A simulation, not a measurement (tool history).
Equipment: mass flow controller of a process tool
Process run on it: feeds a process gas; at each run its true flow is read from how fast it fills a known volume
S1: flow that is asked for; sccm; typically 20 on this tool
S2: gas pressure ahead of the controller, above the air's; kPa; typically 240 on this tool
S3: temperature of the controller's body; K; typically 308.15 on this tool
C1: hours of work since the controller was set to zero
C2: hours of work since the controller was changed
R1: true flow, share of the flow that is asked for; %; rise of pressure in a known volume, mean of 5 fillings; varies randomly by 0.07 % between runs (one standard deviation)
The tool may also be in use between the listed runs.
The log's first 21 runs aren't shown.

run,day,S1,S2,S3,C1,C2,R1
22,218.908,20,197,308.15,1804,1930,98.92
23,227.112,6,217,299.15,1957,2083,98.14
24,237.258,6,217,299.15,2145,2272,98.19
25,250.338,6,217,299.15,2389,2515,98.09
26,262.388,6,217,299.15,2613,2739,98.29
27,271.804,6,217,299.15,2788,2914,98.25
28,281.188,35,217,296.15,2963,3089,100.63
29,290.471,5,268,312.15,3135,3262,97.93
30,297.833,48,240,301.15,3272,3399,101.35
31,309.404,24,144,306.15,3488,3614,99.35
32,314.929,24,144,306.15,3590,3717,99.39
33,320.804,24,144,306.15,3700,3826,99.49
34,334.038,24,144,306.15,3946,4072,99.58

Predict each of these 3 candidate next runs independently; none follows another, all start after run 34:
A,342.208,21,269,296.15,4098,4224,?
B,342.208,20,193,308.15,4098,4224,?
C,342.208,15,188,295.15,4098,4224,?

run,R1
A,100.79
B,99.65
C,99.70
Stripped of hidden state, with their random variation kept, the same runs would have yielded:
run,R1
A,99.50
B,98.40
C,98.64
